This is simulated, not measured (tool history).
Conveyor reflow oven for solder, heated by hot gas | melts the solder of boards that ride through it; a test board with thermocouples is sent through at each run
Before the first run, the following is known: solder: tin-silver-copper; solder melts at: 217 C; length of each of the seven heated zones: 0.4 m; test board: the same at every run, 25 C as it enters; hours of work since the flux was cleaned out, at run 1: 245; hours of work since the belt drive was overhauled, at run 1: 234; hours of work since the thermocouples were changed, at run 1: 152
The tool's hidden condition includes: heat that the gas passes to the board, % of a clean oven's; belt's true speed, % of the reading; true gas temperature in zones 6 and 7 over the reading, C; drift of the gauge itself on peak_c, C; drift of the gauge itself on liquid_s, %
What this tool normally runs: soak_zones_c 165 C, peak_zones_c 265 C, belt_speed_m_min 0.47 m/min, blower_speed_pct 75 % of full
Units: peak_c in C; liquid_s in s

| run | hour | soak_zones_c | peak_zones_c | belt_speed_m_min | blower_speed_pct | hours of work since the flux was cleaned out | hours of work since the belt drive was overhauled | hours of work since the thermocouples were changed | peak_c | liquid_s |
|---|---|---|---|---|---|---|---|---|---|---|
| 1 | 0 | 165 | 265 | 0.47 | 75 | 245 | 234 | 152 | 246 | 64.6 |
| 2 | 8.9 | 165 | 265 | 0.47 | 75 | 250 | 239 | 157 | 245.7 | 65.4 |
| 3 | 20.9 | 165 | 265 | 0.47 | 75 | 257 | 246 | 163 | 245.5 | 64 |
| 4 | 32.9 | 165 | 265 | 0.47 | 75 | 263 | 252 | 170 | 245.5 | 64.9 |
| 5 | 38.4 | 156 | 265 | 0.47 | 75 | 266 | 255 | 173 | 243.5 | 58.7 |
|  | 44.7 | flux residue cleaned out of gas plates and filters |
| 6 | 49.9 | 156 | 265 | 0.47 | 75 | 3 | 259 | 176 | 245.9 | 61.1 |
| 7 | 57.9 | 156 | 279 | 0.47 | 75 | 7 | 263 | 180 | 258 | 73.6 |
| 8 | 65.7 | 156 | 279 | 0.47 | 75 | 11 | 267 | 185 | 257.6 | 73.9 |
| 9 | 72.3 | 156 | 279 | 0.47 | 75 | 15 | 271 | 188 | 257.4 | 74.3 |
| 10 | 81.6 | 156 | 279 | 0.47 | 75 | 20 | 276 | 193 | 258.1 | 73.6 |
| 11 | 90.2 | 165 | 266 | 0.47 | 75 | 25 | 281 | 198 | 247.5 | 68 |
| 12 | 96.4 | 165 | 270 | 0.47 | 75 | 28 | 284 | 201 | 251.4 | 72.1 |
| 13 | 103 | 177 | 265 | 0.47 | 75 | 32 | 287 | 205 | 249 | 75.4 |
| 14 | 112 | 177 | 265 | 0.47 | 75 | 36 | 292 | 210 | 248.5 | 74.9 |
| 15 | 121.7 | 175 | 277 | 0.519 | 54 | 42 | 298 | 215 | 247.9 | 61.8 |
| 16 | 127.4 | 174 | 260 | 0.519 | 54 | 45 | 301 | 218 | 234.4 | 44 |
| 17 | 138.1 | 174 | 260 | 0.519 | 54 | 51 | 307 | 224 | 234.4 | 43.2 |
| 18 | 146 | 171 | 265 | 0.47 | 52 | 55 | 311 | 228 | 240.8 | 58.5 |
| 19 | 156.1 | 165 | 263 | 0.559 | 75 | 60 | 316 | 234 | 238.2 | 45.2 |
| 20 | 162 | 165 | 263 | 0.559 | 75 | 64 | 319 | 237 | 238.7 | 45.3 |
| 21 | 171.3 | 165 | 263 | 0.559 | 75 | 69 | 324 | 242 | 238.7 | 45.2 |
| 22 | 179.1 | 173 | 265 | 0.557 | 81 | 73 | 329 | 246 | 243.4 | 55.2 |
| 23 | 190.6 | 160 | 265 | 0.41 | 81 | 79 | 335 | 252 | 251.1 | 82.6 |
| 24 | 197.2 | 160 | 265 | 0.41 | 81 | 83 | 339 | 256 | 251.1 | 83 |
| 25 | 205 | 160 | 265 | 0.41 | 81 | 87 | 343 | 260 | 251.1 | 82.9 |
| 26 | 213.3 | 157 | 273 | 0.435 | 55 | 91 | 347 | 265 | 248.5 | 68.9 |
| 27 | 222.4 | 171 | 253 | 0.42 | 80 | 96 | 352 | 270 | 241 | 73.9 |
| 28 | 230.1 | 176 | 261 | 0.525 | 75 | 101 | 356 | 274 | 241.7 | 57.3 |

Forecast each of these 3 alternatives for the next run:
| A | 235.6 | 158 | 256 | 0.525 | 76 | 104 | 359 | 277 | ? | ? |
| B | 235.6 | 165 | 256 | 0.54 | 68 | 104 | 359 | 277 | ? | ? |
| C | 235.6 | 165 | 265 | 0.47 | 75 | 104 | 359 | 277 | ? | ? |

| run | peak_c | liquid_s |
|---|---|---|
| A | 233.5 | 39 |
| B | 231.8 | 35.9 |
| C | 246.1 | 66.4 |
Without the tool's unlogged condition, the same runs would have read:
| run | peak_c | liquid_s |
|---|---|---|
| A | 235.1 | 41.2 |
| B | 233.3 | 38.2 |
| C | 247.7 | 67.8 |
